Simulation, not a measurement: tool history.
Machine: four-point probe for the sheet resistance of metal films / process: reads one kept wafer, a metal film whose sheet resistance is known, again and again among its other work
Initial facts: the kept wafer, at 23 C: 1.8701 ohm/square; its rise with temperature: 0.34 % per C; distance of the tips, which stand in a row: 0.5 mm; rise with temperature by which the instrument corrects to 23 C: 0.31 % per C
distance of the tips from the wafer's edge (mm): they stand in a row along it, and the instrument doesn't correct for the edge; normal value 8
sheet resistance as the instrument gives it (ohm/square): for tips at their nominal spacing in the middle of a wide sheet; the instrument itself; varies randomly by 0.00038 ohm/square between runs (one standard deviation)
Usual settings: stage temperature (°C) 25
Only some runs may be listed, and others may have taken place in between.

run,hour,stage temperature (°C),distance of the tips from the wafer's edge (mm),sheet resistance as the instrument gives it (ohm/square)
1,0.0,25,8,1.863683
2,30.5,25,10,1.861783
3,50.9,25,10,1.861736
4,81.1,25,39,1.859348
5,113.1,25,39,1.859691
6,151.2,25,39,1.858701
7,177.0,25,39,1.858701
8,215.2,25,8,1.861516
9,239.8,25,4,1.873521
10,263.0,25,8,1.861822
11,294.4,25,8,1.861158
12,324.7,34,8,1.866475
13,354.6,34,8,1.865644
14,382.9,34,8,1.865465
# hour 392.7: new probe head fitted
15,426.6,34,8,1.876166
16,459.3,28,59,1.870070
17,486.7,25,61,1.868150
18,518.6,20,38,1.864629
19,553.0,20,38,1.864805
20,595.9,25,15,1.867873
21,634.4,25,15,1.867713
22,654.4,25,15,1.867779
23,682.2,25,15,1.867210
24,704.0,25,15,1.867241
25,745.1,25,70,1.865241
26,788.3,22,72,1.863343
27,828.6,20,42,1.862819
28,858.5,24,8,1.868401
29,882.0,24,8,1.867457

Predict each of these 4 candidate next runs independently; none follows another, all start after run 29:
A,912.5,31,8,?
B,912.5,31,8,?
C,912.5,20,8,?
D,912.5,34,8,?

run,sheet resistance as the instrument gives it (ohm/square)
A,1.870810
B,1.871629
C,1.865730
D,1.873494
Without the tool's unlogged condition, the same runs would have read:
run,sheet resistance as the instrument gives it (ohm/square)
A,1.877684
B,1.878506
C,1.872649
D,1.880362
